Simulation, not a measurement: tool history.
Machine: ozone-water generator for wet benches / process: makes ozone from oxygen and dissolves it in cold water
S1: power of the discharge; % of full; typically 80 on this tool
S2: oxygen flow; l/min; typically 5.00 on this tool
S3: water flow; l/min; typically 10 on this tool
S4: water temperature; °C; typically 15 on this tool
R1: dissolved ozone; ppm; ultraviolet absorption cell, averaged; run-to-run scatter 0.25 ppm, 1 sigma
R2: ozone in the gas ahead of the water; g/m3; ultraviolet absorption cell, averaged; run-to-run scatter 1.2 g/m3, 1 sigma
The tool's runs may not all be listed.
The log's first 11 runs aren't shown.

run,hour,S1,S2,S3,S4,R1,R2
12,701.8,80,8.63,10,15,32.0,155.6
13,782.1,50,5.00,10,15,27.4,162.5
14,865.4,50,5.00,10,15,27.5,161.9
15,919.7,50,5.00,10,12,28.9,162.3
16,1009.9,80,4.13,10,15,38.0,245.0
17,1078.5,80,5.00,12,15,32.4,219.0
18,1165.8,50,5.00,12,15,24.2,161.6
19,1239.4,80,7.59,10,7,38.4,167.4
20,1316.3,98,8.24,10,15,36.5,182.1
21,1409.6,43,5.00,10,15,24.9,147.6
# hour 1419.8: contactor cleaned
22,1462.0,43,5.00,10,15,24.0,146.1
23,1525.2,64,3.04,9,15,35.9,257.9
24,1570.0,53,5.00,10,15,27.8,166.1
25,1620.9,42,4.92,10,15,24.0,145.8
# hour 1670.5: contactor cleaned, once more
26,1674.7,52,4.92,10,15,29.0,166.2
27,1750.7,44,3.22,16,15,19.0,194.5
28,1841.6,40,2.96,16,17,17.4,195.2
29,1917.5,40,2.96,16,17,17.2,195.2
30,1978.8,80,3.49,10,10,43.1,273.7
31,2018.7,80,3.49,10,10,43.3,269.1
32,2093.0,80,3.49,7,10,55.4,272.5
33,2140.8,50,5.00,6,15,36.5,158.7

4 options for the next run, each taken on its own from the tool as it stands now. Forecast them:
A,2219.2,66,5.00,6,15,?,?
B,2219.2,80,2.56,10,9,?,?
C,2219.2,80,7.51,7,9,?,?
D,2219.2,98,2.51,6,14,?,?

run,R1,R2
A,43.9,190.6
B,44.1,327.4
C,46.2,164.6
D,67.8,375.6
Stripped of hidden state, with their random variation kept, the same runs would have yielded:
run,R1,R2
A,45.0,195.1
B,45.4,336.0
C,47.6,168.9
D,69.9,386.7
